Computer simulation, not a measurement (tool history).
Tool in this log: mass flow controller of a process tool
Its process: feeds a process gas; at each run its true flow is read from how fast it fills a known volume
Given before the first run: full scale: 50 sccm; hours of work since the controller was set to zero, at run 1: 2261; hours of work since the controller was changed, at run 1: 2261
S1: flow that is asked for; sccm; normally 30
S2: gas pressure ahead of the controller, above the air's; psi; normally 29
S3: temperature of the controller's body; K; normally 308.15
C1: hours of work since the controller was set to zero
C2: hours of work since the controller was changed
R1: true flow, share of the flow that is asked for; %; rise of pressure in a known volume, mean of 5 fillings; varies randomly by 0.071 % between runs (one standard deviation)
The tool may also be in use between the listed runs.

| run | hour | S1 | S2 | S3 | C1 | C2 | R1 |
|---|---|---|---|---|---|---|---|
| 1 | 0 | 30 | 29 | 308.15 | 2261 | 2261 | 99.22 |
| 2 | 218.2 | 30 | 29 | 308.15 | 2347 | 2347 | 99.17 |
| 3 | 672.3 | 30 | 29 | 308.15 | 2526 | 2526 | 98.97 |
| 4 | 924.6 | 30 | 29 | 308.15 | 2626 | 2626 | 99.02 |
| 5 | 1202 | 7 | 29 | 308.15 | 2736 | 2736 | 96.75 |
| 6 | 1474.8 | 7 | 29 | 308.15 | 2843 | 2843 | 96.6 |
| 7 | 1733.5 | 7 | 29 | 308.15 | 2945 | 2945 | 96.54 |
| 8 | 1986.9 | 30 | 29 | 300.15 | 3045 | 3045 | 97.99 |
| 9 | 2341.6 | 30 | 29 | 300.15 | 3186 | 3186 | 97.9 |
| 10 | 2740 | 30 | 29 | 300.15 | 3343 | 3343 | 97.78 |
| 11 | 3163.8 | 30 | 29 | 300.15 | 3510 | 3510 | 97.85 |
|  | 3184.6 | controller's zero set anew |
| 12 | 3505.8 | 30 | 29 | 300.15 | 127 | 3645 | 97.41 |
| 13 | 3880.9 | 30 | 29 | 293.15 | 275 | 3793 | 96.65 |
|  | 4193 | controller's zero set anew, once more |
| 14 | 4260.7 | 30 | 25.7 | 300.15 | 27 | 3943 | 98.06 |
| 15 | 4578.7 | 30 | 25.7 | 300.15 | 152 | 4068 | 98.14 |
| 16 | 4797.4 | 26 | 29 | 297.15 | 239 | 4155 | 97.42 |
| 17 | 5202.4 | 30 | 29 | 308.15 | 399 | 4315 | 98.75 |
| 18 | 5578.2 | 7 | 29 | 308.15 | 547 | 4463 | 97.35 |
| 19 | 5968.2 | 29 | 29 | 308.15 | 701 | 4617 | 98.72 |
| 20 | 6405.1 | 30 | 39.3 | 294.15 | 873 | 4790 | 96.83 |
| 21 | 6760 | 30 | 39.3 | 294.15 | 1014 | 4930 | 96.83 |
| 22 | 7182.1 | 30 | 22.2 | 297.15 | 1180 | 5096 | 97.39 |
| 23 | 7424.6 | 5 | 24.9 | 304.15 | 1276 | 5192 | 95.97 |
| 24 | 7694.6 | 5 | 24.9 | 304.15 | 1383 | 5299 | 95.75 |
| 25 | 8126.6 | 13 | 20.9 | 298.15 | 1553 | 5469 | 96.36 |

3 ways to go on from here, each from the tool as it stands after run 25. What would each give?
| A | 8469 | 25 | 30.9 | 301.15 | 1688 | 5604 | ? |
| B | 8469 | 41 | 33.1 | 311.15 | 1688 | 5604 | ? |
| C | 8469 | 11 | 37 | 308.15 | 1688 | 5604 | ? |

| run | R1 |
|---|---|
| A | 97.17 |
| B | 98.99 |
| C | 96.9 |
Take away the tool's hidden state, keep each run's random variation, and the runs would have read:
| run | R1 |
|---|---|
| A | 99.29 |
| B | 100.98 |
| C | 99.44 |
